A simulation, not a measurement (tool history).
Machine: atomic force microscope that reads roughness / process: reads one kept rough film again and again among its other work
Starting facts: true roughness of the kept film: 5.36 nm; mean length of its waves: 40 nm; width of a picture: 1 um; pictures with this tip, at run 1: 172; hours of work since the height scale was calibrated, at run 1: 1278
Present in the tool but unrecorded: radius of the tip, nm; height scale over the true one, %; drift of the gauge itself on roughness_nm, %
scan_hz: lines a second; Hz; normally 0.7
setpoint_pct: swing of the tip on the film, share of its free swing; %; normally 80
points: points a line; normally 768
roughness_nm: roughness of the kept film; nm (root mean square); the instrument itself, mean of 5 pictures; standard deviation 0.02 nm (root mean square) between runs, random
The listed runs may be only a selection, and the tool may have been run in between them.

run,hour,scan_hz,setpoint_pct,points,pictures with this tip,hours of work since the height scale was calibrated,roughness_nm
1,0,0.7,80,768,172,1278,4.345
2,60.1,0.7,80,798,255,1304,4.158
# hour 99.4: new tip fitted
3,105.8,0.7,80,798,9,1325,4.737
4,185.7,0.7,80,798,119,1361,4.48
5,253.5,0.7,80,768,213,1391,4.26
6,301.5,0.7,80,768,279,1412,4.099
# hour 328.8: new tip fitted
7,364.5,0.7,80,768,49,1440,4.617
# hour 372.5: height scale calibrated on a step standard
8,414.5,0.7,80,768,117,19,4.421
9,480.5,0.7,80,768,208,48,4.194
# hour 523.1: height scale calibrated on a step standard, once more
10,544.4,0.7,80,768,295,10,4.107
# hour 558.1: new tip fitted
11,580,0.7,85,342,31,25,4.72
12,659,1.101,65,768,140,61,4.5

Measured result minus the same run's result without the hidden state. Both carry the same run-to-run variation, though not necessarily the same gauge scatter:
run,roughness_nm
1,-0.524
2,-0.712
3,-0.123
4,-0.403
5,-0.631
6,-0.765
7,-0.229
8,-0.448
9,-0.675
10,-0.772
11,-0.098
12,-0.406
